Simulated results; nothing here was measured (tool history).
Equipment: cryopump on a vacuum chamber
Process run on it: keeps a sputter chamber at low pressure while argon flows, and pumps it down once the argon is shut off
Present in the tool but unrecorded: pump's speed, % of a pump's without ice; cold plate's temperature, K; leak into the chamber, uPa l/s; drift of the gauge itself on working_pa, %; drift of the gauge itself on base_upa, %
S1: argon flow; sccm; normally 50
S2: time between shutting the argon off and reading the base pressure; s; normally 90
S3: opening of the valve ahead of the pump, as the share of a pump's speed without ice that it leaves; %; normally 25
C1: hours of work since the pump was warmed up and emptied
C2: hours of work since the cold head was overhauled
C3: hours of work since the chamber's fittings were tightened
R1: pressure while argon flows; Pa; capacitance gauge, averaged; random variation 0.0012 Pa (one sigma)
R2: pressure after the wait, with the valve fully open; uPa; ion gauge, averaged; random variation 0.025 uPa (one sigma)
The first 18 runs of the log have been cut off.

run,hour,S1,S2,S3,C1,C2,C3,R1,R2
19,380.5,32,33,15,202,202,1862,0.2849,3.21
20,405.7,22,90,25,215,215,1874,0.1181,1.81
21,427.4,37,233,28,225,225,1885,0.1782,1.39
22,440.6,30,83,26,232,232,1891,0.1558,1.92
23,465.0,99,90,58,244,244,1903,0.2355,1.82
24,487.9,99,82,58,255,255,1914,0.2342,2.00
25,509.7,73,90,25,265,265,1925,0.3957,1.85
26,530.1,73,90,25,275,275,1935,0.3954,1.91
27,544.5,45,250,16,282,282,1942,0.3760,1.42
28,565.4,51,43,25,293,293,1952,0.2740,2.72
29,586.1,58,211,31,303,303,1962,0.2542,1.52
30,613.5,45,42,22,316,316,1975,0.2768,2.82
31,640.3,45,42,22,329,329,1988,0.2768,2.80
32,658.3,45,38,21,338,338,1997,0.2884,2.98
33,685.6,88,100,24,351,351,2010,0.4935,1.89
34,701.9,44,136,52,359,359,2018,0.1177,1.75

Here are 3 independent what-if runs from the current tool condition. What would each one return?
A,719.5,50,213,22,368,368,2027,?,?
B,719.5,52,90,50,368,368,2027,?,?
C,719.5,44,47,28,368,368,2027,?,?

run,R1,R2
A,0.3088,1.55
B,0.1457,2.02
C,0.2135,2.65
Stripped of hidden state, with their random variation kept, the same runs would have yielded:
run,R1,R2
A,0.3020,0.56
B,0.1385,1.03
C,0.2075,1.68
